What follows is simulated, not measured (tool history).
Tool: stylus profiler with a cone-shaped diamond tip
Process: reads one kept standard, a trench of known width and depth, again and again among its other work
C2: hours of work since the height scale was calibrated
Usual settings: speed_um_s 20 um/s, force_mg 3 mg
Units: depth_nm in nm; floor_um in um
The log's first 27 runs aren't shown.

-- hour=1856.5 new tip fitted, height scale calibrated
run 28 hour=1862.2 | speed_um_s=10 force_mg=6.71 | scans_with_this_tip=48 C2=4 | depth_nm=1017.36 floor_um=94
run 29 hour=1942.4 | speed_um_s=10 force_mg=6.71 | scans_with_this_tip=719 C2=57 | depth_nm=1017.34 floor_um=93.76
run 30 hour=2002.1 | speed_um_s=10 force_mg=6.71 | scans_with_this_tip=1219 C2=96 | depth_nm=1017.62 floor_um=93.76
run 31 hour=2079.3 | speed_um_s=72 force_mg=1.63 | scans_with_this_tip=1865 C2=147 | depth_nm=1006.83 floor_um=93.29
run 32 hour=2167.8 | speed_um_s=27 force_mg=1.15 | scans_with_this_tip=2606 C2=205 | depth_nm=1005.3 floor_um=93.21
run 33 hour=2230.1 | speed_um_s=8 force_mg=1.95 | scans_with_this_tip=3128 C2=246 | depth_nm=1007.4 floor_um=93.12
run 34 hour=2284.7 | speed_um_s=10 force_mg=7.44 | scans_with_this_tip=3585 C2=282 | depth_nm=1017.49 floor_um=93
run 35 hour=2352.6 | speed_um_s=6 force_mg=7.44 | scans_with_this_tip=4154 C2=326 | depth_nm=1017.5 floor_um=92.88
run 36 hour=2412 | speed_um_s=6 force_mg=5.62 | scans_with_this_tip=4651 C2=366 | depth_nm=1013.97 floor_um=92.8
run 37 hour=2494.6 | speed_um_s=20 force_mg=4.52 | scans_with_this_tip=5343 C2=420 | depth_nm=1011.89 floor_um=92.63
run 38 hour=2540.8 | speed_um_s=72 force_mg=1.29 | scans_with_this_tip=5730 C2=450 | depth_nm=1004.19 floor_um=92.29
run 39 hour=2635.5 | speed_um_s=15 force_mg=1.52 | scans_with_this_tip=6523 C2=513 | depth_nm=1004.78 floor_um=92.26
run 40 hour=2690.6 | speed_um_s=11 force_mg=2.54 | scans_with_this_tip=6984 C2=549 | depth_nm=1007.62 floor_um=92.24
run 41 hour=2738.9 | speed_um_s=64 force_mg=4.04 | scans_with_this_tip=7389 C2=581 | depth_nm=1009.95 floor_um=92.03
run 42 hour=2808.1 | speed_um_s=14 force_mg=4.04 | scans_with_this_tip=7967 C2=626 | depth_nm=1009.42 floor_um=91.99
run 43 hour=2885 | speed_um_s=14 force_mg=4.04 | scans_with_this_tip=8611 C2=677 | depth_nm=1009.28 floor_um=91.77
run 44 hour=2981.3 | speed_um_s=35 force_mg=3.01 | scans_with_this_tip=9418 C2=740 | depth_nm=1007.29 floor_um=91.57
run 45 hour=3022.2 | speed_um_s=21 force_mg=1.72 | scans_with_this_tip=9760 C2=767 | depth_nm=1004.13 floor_um=91.49
run 46 hour=3061.2 | speed_um_s=75 force_mg=1.7 | scans_with_this_tip=10087 C2=793 | depth_nm=1003.71 floor_um=91.37
run 47 hour=3141.6 | speed_um_s=7 force_mg=2.41 | scans_with_this_tip=10760 C2=846 | depth_nm=1005.21 floor_um=91.4

3 ways to go on from here, each from the tool as it stands after run 47. What would each give?
run A hour=3195.9 | speed_um_s=49 force_mg=2.41 | scans_with_this_tip=11215 C2=881 | depth_nm=? floor_um=?
run B hour=3195.9 | speed_um_s=27 force_mg=1.03 | scans_with_this_tip=11215 C2=881 | depth_nm=? floor_um=?
run C hour=3195.9 | speed_um_s=45 force_mg=1.06 | scans_with_this_tip=11215 C2=881 | depth_nm=? floor_um=?

run=A depth_nm=1004.87 floor_um=91.2
run=B depth_nm=1001.22 floor_um=91.23
run=C depth_nm=1001.51 floor_um=91.11
Without the tool's hidden state the same runs would have given:
run=A depth_nm=1008.33 floor_um=93.89
run=B depth_nm=1004.66 floor_um=93.92
run=C depth_nm=1004.96 floor_um=93.8
